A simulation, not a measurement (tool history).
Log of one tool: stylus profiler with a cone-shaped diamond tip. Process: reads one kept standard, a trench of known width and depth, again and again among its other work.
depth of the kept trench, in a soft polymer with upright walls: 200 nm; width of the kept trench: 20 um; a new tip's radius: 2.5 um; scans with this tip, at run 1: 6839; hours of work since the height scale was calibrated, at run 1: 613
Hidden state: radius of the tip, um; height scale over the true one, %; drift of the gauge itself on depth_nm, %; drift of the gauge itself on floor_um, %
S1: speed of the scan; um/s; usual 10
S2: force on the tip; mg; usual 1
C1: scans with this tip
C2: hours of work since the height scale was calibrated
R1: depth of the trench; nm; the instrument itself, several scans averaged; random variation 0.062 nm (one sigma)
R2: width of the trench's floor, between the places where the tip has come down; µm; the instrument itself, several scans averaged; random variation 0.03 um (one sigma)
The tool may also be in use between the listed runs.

| run | hour | S1 | S2 | C1 | C2 | R1 | R2 |
|---|---|---|---|---|---|---|---|
| 1 | 0 | 10 | 1 | 6839 | 613 | 200.46 | 17.68 |
| 2 | 25.9 | 10 | 1 | 7041 | 631 | 200.38 | 17.7 |
| 3 | 57.4 | 10 | 1 | 7285 | 653 | 200.45 | 17.73 |
| 4 | 76.5 | 10 | 2.48 | 7435 | 666 | 201.21 | 17.74 |
| 5 | 104.1 | 10 | 2.48 | 7649 | 685 | 201.16 | 17.74 |
| 6 | 136 | 10 | 2.48 | 7898 | 708 | 201.11 | 17.74 |
| 7 | 163.9 | 10 | 0.65 | 8115 | 727 | 200.12 | 17.65 |
| 8 | 197.1 | 10 | 1 | 8374 | 750 | 200.34 | 17.7 |
| 9 | 211.9 | 10 | 1 | 8489 | 761 | 200.32 | 17.65 |
| 10 | 230.1 | 10 | 1 | 8630 | 773 | 200.28 | 17.67 |
| 11 | 257.9 | 10 | 1 | 8847 | 793 | 200.33 | 17.66 |
| 12 | 285.6 | 10 | 0.62 | 9063 | 812 | 200.22 | 17.64 |
| 13 | 304.5 | 10 | 0.62 | 9209 | 825 | 200.12 | 17.59 |
| 14 | 325.9 | 10 | 0.62 | 9376 | 840 | 200.14 | 17.61 |
| 15 | 350.4 | 10 | 0.62 | 9567 | 857 | 200.12 | 17.58 |
| 16 | 371.2 | 7 | 0.5 | 9728 | 872 | 200.05 | 17.58 |
| 17 | 402.3 | 4 | 0.96 | 9971 | 893 | 200.32 | 17.69 |
| 18 | 436.3 | 4 | 0.96 | 10236 | 917 | 200.36 | 17.66 |
| 19 | 451 | 2 | 2.32 | 10350 | 927 | 200.93 | 17.7 |
| 20 | 467.1 | 2 | 2.32 | 10475 | 939 | 200.89 | 17.72 |
| 21 | 502.4 | 5 | 1 | 10750 | 963 | 200.19 | 17.64 |
| 22 | 517.6 | 2 | 0.81 | 10869 | 974 | 200.31 | 17.62 |
| 23 | 547.4 | 5 | 0.81 | 11101 | 995 | 200.09 | 17.64 |
| 24 | 570.6 | 40 | 2.82 | 11281 | 1011 | 201.09 | 17.47 |
| 25 | 589.1 | 40 | 2.82 | 11425 | 1024 | 201.17 | 17.5 |
| 26 | 618.1 | 9 | 1.28 | 11651 | 1044 | 200.3 | 17.62 |
| 27 | 635.8 | 9 | 0.42 | 11789 | 1056 | 199.83 | 17.57 |
| 28 | 659.4 | 11 | 2.05 | 11972 | 1073 | 200.88 | 17.57 |
| 29 | 687.6 | 31 | 0.44 | 12192 | 1092 | 199.71 | 17.24 |
| 30 | 717.9 | 2 | 0.49 | 12428 | 1113 | 199.81 | 17.59 |

Measured less the same run without the tool's hidden state. The same run-to-run variation is in both; the gauge's scatter may not be:
| run | R1 | R2 |
|---|---|---|
| 1 | -0.46 | -0.24 |
| 2 | -0.48 | -0.25 |
| 3 | -0.49 | -0.26 |
| 4 | -0.49 | -0.26 |
| 5 | -0.5 | -0.27 |
| 6 | -0.52 | -0.28 |
| 7 | -0.53 | -0.28 |
| 8 | -0.54 | -0.29 |
| 9 | -0.55 | -0.29 |
| 10 | -0.56 | -0.3 |
| 11 | -0.57 | -0.31 |
| 12 | -0.58 | -0.32 |
| 13 | -0.59 | -0.32 |
| 14 | -0.6 | -0.32 |
| 15 | -0.61 | -0.33 |
| 16 | -0.62 | -0.34 |
| 17 | -0.63 | -0.34 |
| 18 | -0.65 | -0.35 |
| 19 | -0.65 | -0.35 |
| 20 | -0.66 | -0.36 |
| 21 | -0.68 | -0.36 |
| 22 | -0.69 | -0.37 |
| 23 | -0.7 | -0.38 |
| 24 | -0.72 | -0.38 |
| 25 | -0.72 | -0.39 |
| 26 | -0.73 | -0.39 |
| 27 | -0.74 | -0.4 |
| 28 | -0.75 | -0.4 |
| 29 | -0.76 | -0.41 |
| 30 | -0.78 | -0.42 |
